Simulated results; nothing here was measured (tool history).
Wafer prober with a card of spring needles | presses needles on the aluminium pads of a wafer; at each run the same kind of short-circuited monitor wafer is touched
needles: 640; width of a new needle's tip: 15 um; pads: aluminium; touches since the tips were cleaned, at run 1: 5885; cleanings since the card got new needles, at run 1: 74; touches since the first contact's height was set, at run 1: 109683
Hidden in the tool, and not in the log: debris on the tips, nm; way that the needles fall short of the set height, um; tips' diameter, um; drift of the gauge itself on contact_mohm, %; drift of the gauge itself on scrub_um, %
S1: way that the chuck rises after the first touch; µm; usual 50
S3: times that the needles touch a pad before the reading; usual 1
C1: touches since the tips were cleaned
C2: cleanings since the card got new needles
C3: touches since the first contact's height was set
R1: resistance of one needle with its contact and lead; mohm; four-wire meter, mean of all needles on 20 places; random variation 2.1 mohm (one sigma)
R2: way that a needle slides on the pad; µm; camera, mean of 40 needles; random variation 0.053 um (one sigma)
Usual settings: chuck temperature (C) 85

run 1 hour=0 | S1=50 chuck_temperature_(C)=85 S3=1 | C1=5885 C2=74 C3=109683 | R1=413 R2=12.18
-- hour=1.5 tips cleaned on abrasive film
-- hour=15.7 tips cleaned on abrasive film
run 2 hour=17.9 | S1=50 chuck_temperature_(C)=85 S3=1 | C1=1182 C2=76 C3=119095 | R1=297 R2=12.17
-- hour=27.9 tips cleaned on abrasive film
run 3 hour=35 | S1=50 chuck_temperature_(C)=29 S3=1 | C1=3788 C2=77 C3=128139 | R1=378 R2=12.11
-- hour=41.3 tips cleaned on abrasive film
-- hour=54.2 tips cleaned on abrasive film
run 4 hour=56.9 | S1=50 chuck_temperature_(C)=29 S3=1 | C1=1476 C2=79 C3=139711 | R1=322 R2=12.13
-- hour=66.5 tips cleaned on abrasive film
-- hour=68.2 height of the first contact set anew
-- hour=79.1 tips cleaned on abrasive film
run 5 hour=79.1 | S1=50 chuck_temperature_(C)=29 S3=1 | C1=0 C2=81 C3=5739 | R1=219 R2=12.43
-- hour=92.6 tips cleaned on abrasive film
run 6 hour=92.6 | S1=50 chuck_temperature_(C)=29 S3=2 | C1=0 C2=82 C3=12906 | R1=222 R2=12.45

Forecast run 7:
-- hour=105.8 tips cleaned on abrasive film
run 7 hour=109.3 | S1=35 chuck_temperature_(C)=85 S3=3 | C1=1835 C2=83 C3=21708 | R1=? R2=?

{"run 7": {"R1": 303, "R2": 8.61}}
Without the tool's hidden state the same run would have given R1 234 mohm, R2 8.67 µm.
